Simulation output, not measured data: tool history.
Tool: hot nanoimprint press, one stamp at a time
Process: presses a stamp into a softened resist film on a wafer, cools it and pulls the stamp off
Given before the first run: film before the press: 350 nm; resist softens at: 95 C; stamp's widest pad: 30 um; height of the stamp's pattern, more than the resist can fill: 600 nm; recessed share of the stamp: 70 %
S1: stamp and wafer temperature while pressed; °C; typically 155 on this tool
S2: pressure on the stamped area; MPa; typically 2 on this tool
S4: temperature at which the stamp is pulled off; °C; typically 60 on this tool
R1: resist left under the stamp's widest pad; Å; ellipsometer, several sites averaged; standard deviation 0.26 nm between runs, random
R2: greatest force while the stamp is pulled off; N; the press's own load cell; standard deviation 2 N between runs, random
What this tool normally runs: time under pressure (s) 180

run 1 day=0 | S1=155 S2=2 time_under_pressure_(s)=180 S4=60 | R1=1879 R2=192
run 2 day=1.004 | S1=155 S2=2 time_under_pressure_(s)=178 S4=60 | R1=1884 R2=192
run 3 day=1.825 | S1=155 S2=2 time_under_pressure_(s)=180 S4=60 | R1=1871 R2=195
run 4 day=2.479 | S1=155 S2=2 time_under_pressure_(s)=180 S4=60 | R1=1877 R2=200
run 5 day=2.958 | S1=155 S2=2 time_under_pressure_(s)=180 S4=60 | R1=1871 R2=197
-- day=3.958 stamp cleaned and given a new release coat
run 6 day=4.021 | S1=155 S2=2 time_under_pressure_(s)=180 S4=60 | R1=1873 R2=164
run 7 day=4.912 | S1=155 S2=2 time_under_pressure_(s)=119 S4=60 | R1=2124 R2=167
run 8 day=5.896 | S1=155 S2=2 time_under_pressure_(s)=119 S4=60 | R1=2129 R2=165
run 9 day=6.383 | S1=155 S2=2 time_under_pressure_(s)=180 S4=60 | R1=1869 R2=171
run 10 day=6.996 | S1=155 S2=2 time_under_pressure_(s)=180 S4=60 | R1=1859 R2=168
-- day=7.683 plate thermocouple calibrated
run 11 day=7.725 | S1=155 S2=1.52 time_under_pressure_(s)=180 S4=60 | R1=2068 R2=171
run 12 day=8.512 | S1=155 S2=3.05 time_under_pressure_(s)=180 S4=60 | R1=1518 R2=173
run 13 day=9.233 | S1=155 S2=2 time_under_pressure_(s)=180 S4=68 | R1=1845 R2=135
run 14 day=9.888 | S1=155 S2=2 time_under_pressure_(s)=180 S4=68 | R1=1837 R2=136
run 15 day=10.658 | S1=155 S2=2 time_under_pressure_(s)=180 S4=68 | R1=1838 R2=139
-- day=11.017 plate thermocouple calibrated, once more
run 16 day=11.558 | S1=155 S2=2 time_under_pressure_(s)=180 S4=61 | R1=1931 R2=178
run 17 day=12 | S1=145 S2=1.42 time_under_pressure_(s)=164 S4=64 | R1=3082 R2=161
run 18 day=12.946 | S1=145 S2=1.42 time_under_pressure_(s)=164 S4=64 | R1=3088 R2=167
run 19 day=13.354 | S1=156 S2=1.42 time_under_pressure_(s)=205 S4=49 | R1=2033 R2=241
run 20 day=13.979 | S1=149 S2=1.74 time_under_pressure_(s)=285 S4=60 | R1=2345 R2=188
run 21 day=14.925 | S1=164 S2=1.74 time_under_pressure_(s)=285 S4=48 | R1=1078 R2=249
run 22 day=15.362 | S1=164 S2=1.74 time_under_pressure_(s)=285 S4=48 | R1=1075 R2=249
run 23 day=16.062 | S1=158 S2=2 time_under_pressure_(s)=180 S4=47 | R1=1654 R2=256
run 24 day=16.771 | S1=155 S2=1.88 time_under_pressure_(s)=110 S4=48 | R1=2283 R2=257
run 25 day=17.538 | S1=152 S2=2 time_under_pressure_(s)=187 S4=48 | R1=2191 R2=258
run 26 day=18.521 | S1=146 S2=1.94 time_under_pressure_(s)=187 S4=48 | R1=2778 R2=261
run 27 day=19.362 | S1=146 S2=1.94 time_under_pressure_(s)=187 S4=48 | R1=2781 R2=260
run 28 day=20.058 | S1=146 S2=1.94 time_under_pressure_(s)=187 S4=48 | R1=2781 R2=262
-- day=21.112 stamp cleaned and given a new release coat
run 29 day=21.312 | S1=162 S2=1.8 time_under_pressure_(s)=187 S4=52 | R1=1382 R2=199
run 30 day=21.808 | S1=155 S2=2 time_under_pressure_(s)=180 S4=46 | R1=1913 R2=228

Alternative continuations, all from the tool just after run 30; predict every row:
run A day=22.492 | S1=146 S2=2.91 time_under_pressure_(s)=344 S4=60 | R1=? R2=?
run B day=22.492 | S1=155 S2=2 time_under_pressure_(s)=180 S4=59 | R1=? R2=?
run C day=22.492 | S1=164 S2=1.78 time_under_pressure_(s)=313 S4=46 | R1=? R2=?

run=A R1=2118 R2=167
run=B R1=1917 R2=175
run=C R1=1018 R2=230
Had the tool no hidden state, the same runs would have come out as:
run=A R1=2112 R2=165
run=B R1=1918 R2=173
run=C R1=1018 R2=227
